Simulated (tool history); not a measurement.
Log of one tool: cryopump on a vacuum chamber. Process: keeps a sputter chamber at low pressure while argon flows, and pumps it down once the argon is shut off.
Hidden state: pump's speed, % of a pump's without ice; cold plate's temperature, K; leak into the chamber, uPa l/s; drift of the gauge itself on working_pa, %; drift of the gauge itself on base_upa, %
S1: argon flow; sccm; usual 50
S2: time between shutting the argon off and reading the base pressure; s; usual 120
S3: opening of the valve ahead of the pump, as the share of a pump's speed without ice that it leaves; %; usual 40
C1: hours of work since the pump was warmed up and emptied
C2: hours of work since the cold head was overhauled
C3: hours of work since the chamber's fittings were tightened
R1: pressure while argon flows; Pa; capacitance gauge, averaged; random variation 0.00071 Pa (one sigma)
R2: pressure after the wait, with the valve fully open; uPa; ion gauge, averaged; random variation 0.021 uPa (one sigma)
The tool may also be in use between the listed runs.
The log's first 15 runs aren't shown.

run	hour	S1	S2	S3	C1	C2	C3	R1	R2
16	1330.0	50	120	43	346	1289	842	0.1243	1.71
17	1455.9	50	221	40	420	1363	916	0.1343	1.69
18	1563.5	50	221	18	483	1426	979	0.2896	1.79
19	1651.4	31	212	40	534	1478	1030	0.0850	1.99
20	1708.9	31	212	40	568	1511	1064	0.0849	2.00
21	1796.2	26	120	40	619	1562	1115	0.0703	2.26
22	1870.8	50	155	23	663	1606	1159	0.2310	2.27
23	1940.0	45	47	47	703	1647	1199	0.1083	3.02
24	2065.3	50	120	16	776	1720	1273	0.3274	2.71
25	2144.7	21	117	46	823	1766	1319	0.0533	2.83
26	2251.0	23	117	46	885	1829	1381	0.0590	2.98
# hour 2353.6: pump warmed up, emptied and cooled again
27	2353.6	46	97	18	0	1886	1438	0.2591	2.47
# hour 2366.9: leaking fittings of the chamber tightened, without venting
28	2472.6	32	22	28	69	1954	62	0.1179	2.07
29	2568.6	32	22	28	125	2010	118	0.1167	2.10
30	2643.8	40	262	40	169	2054	162	0.1033	0.57
31	2708.3	50	90	40	206	2092	200	0.1293	0.89
32	2783.5	24	191	44	251	2136	244	0.0568	0.77
33	2838.9	24	98	23	283	2169	276	0.1077	1.04

Forecast each of these 5 alternatives for the next run:
A	2903.3	45	98	23	321	2206	314	?	?
B	2903.3	23	120	40	321	2206	314	?	?
C	2903.3	89	98	51	321	2206	314	?	?
D	2903.3	50	120	32	321	2206	314	?	?
E	2903.3	51	98	23	321	2206	314	?	?

run	R1	R2
A	0.2039	1.07
B	0.0607	0.99
C	0.1874	1.05
D	0.1647	0.98
E	0.2299	1.06
Without the tool's hidden state the same runs would have given:
run	R1	R2
A	0.1982	0.58
B	0.0578	0.51
C	0.1761	0.57
D	0.1583	0.48
E	0.2234	0.56
